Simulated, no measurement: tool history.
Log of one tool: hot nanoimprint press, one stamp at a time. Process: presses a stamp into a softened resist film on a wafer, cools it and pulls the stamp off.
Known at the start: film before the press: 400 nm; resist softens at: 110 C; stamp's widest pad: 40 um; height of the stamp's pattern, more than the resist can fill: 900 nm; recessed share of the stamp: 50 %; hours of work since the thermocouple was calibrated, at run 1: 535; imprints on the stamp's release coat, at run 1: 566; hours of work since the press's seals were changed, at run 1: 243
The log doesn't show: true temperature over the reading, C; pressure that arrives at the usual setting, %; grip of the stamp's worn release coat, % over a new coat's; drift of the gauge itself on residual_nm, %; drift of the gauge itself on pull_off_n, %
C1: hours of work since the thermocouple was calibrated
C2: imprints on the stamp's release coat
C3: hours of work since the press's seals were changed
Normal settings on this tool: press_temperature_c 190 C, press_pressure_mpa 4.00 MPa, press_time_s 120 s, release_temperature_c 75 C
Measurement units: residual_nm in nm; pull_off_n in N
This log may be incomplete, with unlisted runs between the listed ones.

Run 1, hour 0.0: usual settings; C1 535; C2 566; C3 243. Result: residual_nm 204.8 nm, pull_off_n 227 N.
At hour 28.4: plate thermocouple calibrated.
Run 2, hour 28.4: usual settings; C1 0; C2 624; C3 259. Result: residual_nm 211.5 nm, pull_off_n 232 N.
Run 3, hour 74.4: usual settings; C1 29; C2 729; C3 288. Result: residual_nm 209.6 nm, pull_off_n 250 N.
Run 4, hour 127.7: usual settings; C1 62; C2 850; C3 322. Result: residual_nm 213.7 nm, pull_off_n 249 N.
Run 5, hour 179.9: usual settings; C1 95; C2 969; C3 354. Result: residual_nm 214.9 nm, pull_off_n 266 N.
Run 6, hour 212.5: usual settings but press_pressure_mpa 5.04 MPa; C1 115; C2 1044; C3 375. Result: residual_nm 193.4 nm, pull_off_n 268 N.
At hour 249.7: stamp cleaned and given a new release coat.
Run 7, hour 252.2: usual settings but press_pressure_mpa 5.04 MPa; C1 136; C2 6; C3 396. Result: residual_nm 197.3 nm, pull_off_n 189 N.
Run 8, hour 278.7: usual settings; C1 153; C2 67; C3 412. Result: residual_nm 216.5 nm, pull_off_n 188 N.
Run 9, hour 326.1: usual settings but release_temperature_c 65 C; C1 183; C2 175; C3 442. Result: residual_nm 218.5 nm, pull_off_n 249 N.
At hour 359.3: plate thermocouple calibrated, once more.
Run 10, hour 362.1: usual settings but release_temperature_c 80 C; C1 2; C2 250; C3 463. Result: residual_nm 193.3 nm, pull_off_n 165 N.
Run 11, hour 394.1: usual settings but release_temperature_c 80 C; C1 22; C2 323; C3 483. Result: residual_nm 195.7 nm, pull_off_n 168 N.
Run 12, hour 449.8: usual settings but release_temperature_c 80 C; C1 57; C2 450; C3 518. Result: residual_nm 197.7 nm, pull_off_n 181 N.
Run 13, hour 487.1: usual settings but release_temperature_c 80 C; C1 80; C2 534; C3 541. Result: residual_nm 196.2 nm, pull_off_n 185 N.
Run 14, hour 540.2: usual settings but release_temperature_c 80 C; C1 113; C2 656; C3 574. Result: residual_nm 197.6 nm, pull_off_n 196 N.
Run 15, hour 581.4: usual settings; C1 139; C2 749; C3 600. Result: residual_nm 197.3 nm, pull_off_n 227 N.
Run 16, hour 632.8: usual settings but press_time_s 92 s; C1 171; C2 867; C3 632. Result: residual_nm 217.1 nm, pull_off_n 243 N.
Run 17, hour 676.4: usual settings but press_temperature_c 188 C, press_pressure_mpa 5.17 MPa, press_time_s 62 s, release_temperature_c 64 C; C1 199; C2 966; C3 660. Result: residual_nm 236.7 nm, pull_off_n 310 N.
Run 18, hour 706.5: usual settings but press_temperature_c 186 C, press_pressure_mpa 5.17 MPa, press_time_s 65 s, release_temperature_c 65 C; C1 217; C2 1034; C3 679. Result: residual_nm 253.0 nm, pull_off_n 321 N.
At hour 748.7: stamp cleaned and given a new release coat.
Run 19, hour 748.7: usual settings but press_temperature_c 187 C, press_pressure_mpa 3.79 MPa, press_time_s 177 s, release_temperature_c 60 C; C1 240; C2 0; C3 701. Result: residual_nm 201.1 nm, pull_off_n 237 N.
Run 20, hour 791.6: usual settings but press_temperature_c 187 C, press_pressure_mpa 3.79 MPa, press_time_s 177 s, release_temperature_c 60 C; C1 267; C2 98; C3 728. Result: residual_nm 206.6 nm, pull_off_n 256 N.
Run 21, hour 849.3: usual settings but press_temperature_c 187 C, press_pressure_mpa 3.79 MPa, press_time_s 177 s, release_temperature_c 60 C; C1 303; C2 229; C3 764. Result: residual_nm 205.3 nm, pull_off_n 269 N.
Run 22, hour 892.4: usual settings but press_pressure_mpa 2.85 MPa, press_time_s 115 s, release_temperature_c 70 C; C1 330; C2 327; C3 791. Result: residual_nm 242.1 nm, pull_off_n 228 N.
Run 23, hour 925.9: usual settings but press_pressure_mpa 2.85 MPa, press_time_s 115 s, release_temperature_c 70 C; C1 351; C2 403; C3 812. Result: residual_nm 241.4 nm, pull_off_n 240 N.
Run 24, hour 980.4: usual settings but press_pressure_mpa 2.85 MPa, press_time_s 115 s, release_temperature_c 70 C; C1 385; C2 528; C3 846. Result: residual_nm 243.1 nm, pull_off_n 246 N.
At hour 992.1: press's hydraulic seals changed and the load cell set to zero.
Run 25, hour 1014.2: usual settings but press_temperature_c 182 C, press_pressure_mpa 2.85 MPa, press_time_s 115 s, release_temperature_c 60 C; C1 402; C2 586; C3 14. Result: residual_nm 300.1 nm, pull_off_n 309 N.
Run 26, hour 1048.0: usual settings but press_temperature_c 182 C, press_pressure_mpa 2.85 MPa, press_time_s 115 s, release_temperature_c 60 C; C1 423; C2 663; C3 35. Result: residual_nm 298.7 nm, pull_off_n 318 N.
Run 27, hour 1093.3: usual settings but press_temperature_c 182 C, press_pressure_mpa 2.85 MPa, press_time_s 115 s, release_temperature_c 60 C; C1 451; C2 767; C3 63. Result: residual_nm 300.8 nm, pull_off_n 323 N.
Run 28, hour 1124.1: usual settings but release_temperature_c 78 C; C1 470; C2 837; C3 83. Result: residual_nm 204.7 nm, pull_off_n 235 N.
Run 29, hour 1161.9: usual settings but release_temperature_c 78 C; C1 494; C2 923; C3 106. Result: residual_nm 205.1 nm, pull_off_n 236 N.

Forecast each of these 5 alternatives for the next run:
Run A, hour 1191.8: usual settings but press_time_s 119 s; C1 513; C2 991; C3 125. Result: residual_nm ?, pull_off_n ?.
Run B, hour 1191.8: usual settings but press_temperature_c 189 C, press_time_s 122 s, release_temperature_c 81 C; C1 513; C2 991; C3 125. Result: residual_nm ?, pull_off_n ?.
Run C, hour 1191.8: usual settings but press_pressure_mpa 3.71 MPa, press_time_s 167 s, release_temperature_c 78 C; C1 513; C2 991; C3 125. Result: residual_nm ?, pull_off_n ?.
Run D, hour 1191.8: usual settings but press_pressure_mpa 6.23 MPa, press_time_s 66 s, release_temperature_c 78 C; C1 513; C2 991; C3 125. Result: residual_nm ?, pull_off_n ?.
Run E, hour 1191.8: usual settings but press_time_s 118 s; C1 513; C2 991; C3 125. Result: residual_nm ?, pull_off_n ?.

run  residual_nm  pull_off_n
  A        211.7         254
  B        213.5         217
  C        191.8         234
  D        207.8         240
  E        207.4         253
What these runs would have given with no unlogged condition in the tool:
run  residual_nm  pull_off_n
  A        194.9         171
  B        196.6         144
  C        176.0         156
  D        191.0         161
  E        191.0         170
